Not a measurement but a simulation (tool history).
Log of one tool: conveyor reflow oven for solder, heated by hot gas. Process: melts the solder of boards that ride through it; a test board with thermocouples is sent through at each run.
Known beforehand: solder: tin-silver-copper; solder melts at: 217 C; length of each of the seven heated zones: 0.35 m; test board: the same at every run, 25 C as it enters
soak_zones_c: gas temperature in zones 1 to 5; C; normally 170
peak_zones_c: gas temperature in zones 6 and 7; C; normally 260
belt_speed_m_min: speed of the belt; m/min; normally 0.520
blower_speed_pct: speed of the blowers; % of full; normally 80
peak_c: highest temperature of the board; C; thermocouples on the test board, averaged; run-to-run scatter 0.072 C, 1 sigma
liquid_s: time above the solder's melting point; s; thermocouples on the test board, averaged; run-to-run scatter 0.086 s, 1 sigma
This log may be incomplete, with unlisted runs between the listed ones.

Run 1, hour 0.0: usual settings. Result: peak_c 249.36 C, liquid_s 58.01 s.
Run 2, hour 8.5: usual settings but peak_zones_c 264 C. Result: peak_c 252.97 C, liquid_s 60.83 s.
Run 3, hour 17.2: usual settings but belt_speed_m_min 0.477 m/min. Result: peak_c 251.52 C, liquid_s 66.19 s.
Run 4, hour 21.7: usual settings but belt_speed_m_min 0.463 m/min. Result: peak_c 252.13 C, liquid_s 68.93 s.
At hour 32.5: thermocouples of zones 6 and 7 changed.
Run 5, hour 32.5: usual settings but soak_zones_c 159 C. Result: peak_c 247.15 C, liquid_s 52.77 s.
Run 6, hour 40.6: usual settings but soak_zones_c 159 C. Result: peak_c 246.98 C, liquid_s 52.56 s.
Run 7, hour 49.9: usual settings but soak_zones_c 159 C. Result: peak_c 247.22 C, liquid_s 52.80 s.
Run 8, hour 57.8: usual settings but soak_zones_c 159 C. Result: peak_c 247.15 C, liquid_s 52.67 s.
Run 9, hour 63.7: usual settings but soak_zones_c 159 C. Result: peak_c 247.01 C, liquid_s 52.61 s.
Run 10, hour 72.9: usual settings but soak_zones_c 159 C. Result: peak_c 247.02 C, liquid_s 52.64 s.
Run 11, hour 83.1: usual settings but soak_zones_c 159 C. Result: peak_c 246.95 C, liquid_s 52.70 s.
Run 12, hour 88.1: usual settings but soak_zones_c 159 C. Result: peak_c 247.02 C, liquid_s 52.56 s.
Run 13, hour 93.3: usual settings. Result: peak_c 248.56 C, liquid_s 57.66 s.
Run 14, hour 101.9: usual settings. Result: peak_c 248.46 C, liquid_s 57.65 s.
Run 15, hour 107.9: usual settings. Result: peak_c 248.47 C, liquid_s 57.49 s.
Run 16, hour 112.3: usual settings. Result: peak_c 248.47 C, liquid_s 57.72 s.
At hour 117.9: flux residue cleaned out of gas plates and filters.
Run 17, hour 122.6: usual settings but soak_zones_c 171 C, peak_zones_c 261 C. Result: peak_c 249.30 C, liquid_s 58.61 s.
Run 18, hour 132.9: usual settings but soak_zones_c 171 C, peak_zones_c 261 C. Result: peak_c 249.35 C, liquid_s 58.58 s.
Run 19, hour 142.8: usual settings but soak_zones_c 171 C, peak_zones_c 261 C. Result: peak_c 249.32 C, liquid_s 58.54 s.
Run 20, hour 148.5: usual settings but peak_zones_c 250 C, belt_speed_m_min 0.472 m/min. Result: peak_c 241.43 C, liquid_s 58.13 s.
Run 21, hour 155.9: usual settings but peak_zones_c 250 C, belt_speed_m_min 0.472 m/min. Result: peak_c 241.49 C, liquid_s 58.15 s.
Run 22, hour 165.5: usual settings but peak_zones_c 250 C, belt_speed_m_min 0.472 m/min. Result: peak_c 241.46 C, liquid_s 58.05 s.
Run 23, hour 173.1: usual settings but peak_zones_c 250 C, belt_speed_m_min 0.472 m/min. Result: peak_c 241.54 C, liquid_s 58.24 s.
At hour 183.5: flux residue cleaned out of gas plates and filters, once more.
Run 24, hour 183.7: usual settings but peak_zones_c 250 C, belt_speed_m_min 0.472 m/min. Result: peak_c 241.94 C, liquid_s 59.03 s.
Run 25, hour 193.6: usual settings but soak_zones_c 177 C, peak_zones_c 265 C, belt_speed_m_min 0.472 m/min, blower_speed_pct 58 % of full. Result: peak_c 252.94 C, liquid_s 69.42 s.
Run 26, hour 200.8: usual settings but soak_zones_c 177 C, peak_zones_c 257 C, belt_speed_m_min 0.436 m/min, blower_speed_pct 72 % of full. Result: peak_c 249.78 C, liquid_s 74.68 s.
Run 27, hour 207.1: usual settings but soak_zones_c 177 C, peak_zones_c 257 C, belt_speed_m_min 0.436 m/min, blower_speed_pct 72 % of full. Result: peak_c 249.63 C, liquid_s 74.78 s.
Run 28, hour 214.0: usual settings but peak_zones_c 255 C, blower_speed_pct 72 % of full. Result: peak_c 243.17 C, liquid_s 52.54 s.
Run 29, hour 219.4: usual settings but peak_zones_c 255 C, blower_speed_pct 72 % of full. Result: peak_c 243.01 C, liquid_s 52.47 s.
Run 30, hour 228.6: usual settings but peak_zones_c 254 C, blower_speed_pct 85 % of full. Result: peak_c 244.06 C, liquid_s 54.38 s.

Consider 3 possible next runs. They are alternatives, not a sequence: every one starts from the tool as it was left by run 30. What does each give?
Run A, hour 233.9: usual settings but belt_speed_m_min 0.556 m/min. Result: peak_c ?, liquid_s ?.
Run B, hour 233.9: usual settings but belt_speed_m_min 0.455 m/min, blower_speed_pct 70 % of full. Result: peak_c ?, liquid_s ?.
Run C, hour 233.9: usual settings but soak_zones_c 166 C, peak_zones_c 254 C, blower_speed_pct 85 % of full. Result: peak_c ?, liquid_s ?.

run  peak_c  liquid_s
  A  246.86     51.96
  B  250.57     68.57
  C  243.61     52.65
Had the tool no hidden state, the same runs would have come out as:
run  peak_c  liquid_s
  A  246.56     51.64
  B  250.22     68.15
  C  243.30     52.29
